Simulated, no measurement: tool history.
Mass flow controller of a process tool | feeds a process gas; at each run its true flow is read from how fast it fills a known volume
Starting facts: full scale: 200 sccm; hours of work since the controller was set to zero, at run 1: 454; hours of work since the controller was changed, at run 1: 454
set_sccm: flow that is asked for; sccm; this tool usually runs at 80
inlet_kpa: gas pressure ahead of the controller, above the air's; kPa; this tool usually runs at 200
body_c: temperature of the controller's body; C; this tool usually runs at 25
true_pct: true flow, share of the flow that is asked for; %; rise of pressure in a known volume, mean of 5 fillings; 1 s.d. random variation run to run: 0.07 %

run    hour  set_sccm  inlet_kpa  body_c  hours of work since the controller was set to zero  hours of work since the controller was changed  true_pct
  1       0        80        200      25                                                 454                                             454      99.8
  2   107.2        80        200      25                                                 530                                             530     99.82
  3   262.4        90        200      25                                                 641                                             641    100.16
  4   446.1        90        200      25                                                 772                                             772    100.12
  5   612.2        80        200      23                                                 890                                             890    100.15
  6   719.7       139        200      25                                                 967                                             967    100.38
  7   874.9       139        200      25                                                1078                                            1078    100.45
  8  1023.9        80        200      27                                                1184                                            1184     100.1
  9  1124.9        21        200      25                                                1256                                            1256    101.35
 10  1318.4        21        200      25                                                1394                                            1394    101.46
 11  1445.9        21        200      25                                                1485                                            1485    101.64
 12  1542.7        21        200      25                                                1554                                            1554    101.74
 13  1659.8        21        200      25                                                1638                                            1638     102.1
 14  1835.1        21        200      25                                                1763                                            1763    102.09
     1847.2  -- controller's zero set anew
 15  1967.7        21        200      40                                                  86                                            1857    101.88
 16  2161.7        21        200      40                                                 224                                            1996    102.21
 17  2292.8        21        200      40                                                 318                                            2089    102.33
 18    2427        80        200      25                                                 414                                            2185    101.25
 19  2602.3        80        200      25                                                 539                                            2310    101.45
 20  2763.3       110        179      23                                                 654                                            2425    101.69
 21  2848.4       110        151      21                                                 714                                            2485    102.01
 22  2999.8       110        151      21                                                 822                                            2593    102.11
     3033.6  -- controller's zero set anew, once more
 23  3121.6       110        151      21                                                  63                                            2680    101.58
 24  3310.8       102        151      21                                                 198                                            2815    101.47
 25  3504.9       102        151      26                                                 336                                            2953    101.27
 26  3644.3        67        227      25                                                 436                                            3053    100.67
 27  3741.5        42        213      23                                                 505                                            3122    100.89
 28  3825.3        49        155      23                                                 565                                            3182    101.38
 29  3942.4        39        200      21                                                 648                                            3266    101.41
 30  4131.3        45        189      36                                                 783                                            3400    100.32
 31  4260.1        23        170      36                                                 875                                            3492    100.98
 32  4408.5        23        170      36                                                 981                                            3598    100.99
 33  4548.1        80        216      30                                                1080                                            3698    100.98
 34  4717.7        78        216      30                                                1201                                            3819    101.07
 35  4842.4        78        216      30                                                1290                                            3908    101.11
 36  4928.3        78        216      30                                                1352                                            3969    101.17

Entry by entry between the runs, the difference in hidden state between the last listed run before and the first listed run after:
Runs 14 to 15: controller's zero set anew (hour 1847.2)
  flow at rest that the sensor doesn't see, % of full scale: 0.236 -> 0.344; true flow over the shown one, %: 0.98 -> 1.03
  measured value less the no-hidden-state value, true_pct: +3.23 -> +4.3 %
Runs 22 to 23: controller's zero set anew, once more (hour 3033.6)
  flow at rest that the sensor doesn't see, % of full scale: 0.424 -> 0.013; true flow over the shown one, %: 1.4 -> 1.44
  measured value less the no-hidden-state value, true_pct: +2.17 -> +1.47 %

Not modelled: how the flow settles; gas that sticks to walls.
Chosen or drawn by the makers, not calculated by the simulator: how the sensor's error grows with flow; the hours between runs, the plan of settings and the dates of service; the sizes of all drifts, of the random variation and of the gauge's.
